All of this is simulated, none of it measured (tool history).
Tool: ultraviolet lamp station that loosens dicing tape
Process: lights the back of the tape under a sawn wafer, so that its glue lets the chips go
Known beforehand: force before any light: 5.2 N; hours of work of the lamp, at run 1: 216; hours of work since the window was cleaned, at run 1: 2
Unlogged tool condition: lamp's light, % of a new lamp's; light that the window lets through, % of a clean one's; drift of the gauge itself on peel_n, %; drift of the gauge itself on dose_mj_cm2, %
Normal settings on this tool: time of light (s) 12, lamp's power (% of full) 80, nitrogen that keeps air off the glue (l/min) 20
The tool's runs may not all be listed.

run	hour	time of light (s)	lamp's power (% of full)	nitrogen that keeps air off the glue (l/min)	hours of work of the lamp	hours of work since the window was cleaned	force that peels the tape off (N)	light that reached the tape (mJ/cm2)
1	0	12	80	20	216	2	0.293	567
2	17.4	12	80	20	228	14	0.294	565
3	43.9	7	80	20	246	32	0.707	329
4	58.5	7	80	20	256	42	0.717	323
5	88.8	7	80	20	277	63	0.755	322
6	110.3	12	80	20	291	78	0.307	549
7	136.7	12	80	20	309	95	0.303	532
8	152.6	12	80	20	320	106	0.305	536
9	167.7	12	63	20	330	117	0.459	414
10	185.9	12	63	20	343	129	0.469	415
11	205	12	80	27	356	142	0.28	525
12	221.6	12	80	27	367	153	0.28	519
13	252.2	12	80	27	388	174	0.296	516
14	279	12	80	27	406	193	0.294	503
15	309	12	80	27	427	213	0.289	504
16	340.5	7	71	13	448	235	1.304	256
17	364.3	7	80	9	465	251	1.428	283
18	390.8	21	80	20	483	269	0.215	841
19	418.8	12	80	9	502	288	0.644	478
20	441.7	12	80	9	517	304	0.66	476
21	469.2	12	80	9	536	322	0.663	463
22	493.3	12	69	9	553	339	0.85	399
# hour 521.1: window cleaned of glue's vapour
23	521.9	12	69	31	572	1	0.306	467
24	553.8	14	83	8	594	22	0.423	647
25	572.2	7	71	20	606	35	0.95	274
26	595.4	7	71	32	622	51	0.725	270
27	615.4	10	71	32	636	64	0.411	383
28	640.8	8	77	26	653	82	0.586	334

Consider 4 possible next runs. They are alternatives, not a sequence: every one starts from the tool as it was left by run 28. What does each give?
A	655.3	7	99	22	663	91	?	?
B	655.3	12	71	20	663	91	?	?
C	655.3	12	79	20	663	91	?	?
D	655.3	7	77	26	663	91	?	?

run	force that peels the tape off (N)	light that reached the tape (mJ/cm2)
A	0.557	368
B	0.428	452
C	0.358	508
D	0.732	287
The same runs, with their run-to-run variation unchanged, on a tool lacking any hidden condition would have given:
run	force that peels the tape off (N)	light that reached the tape (mJ/cm2)
A	0.433	427
B	0.34	524
C	0.293	590
D	0.57	333

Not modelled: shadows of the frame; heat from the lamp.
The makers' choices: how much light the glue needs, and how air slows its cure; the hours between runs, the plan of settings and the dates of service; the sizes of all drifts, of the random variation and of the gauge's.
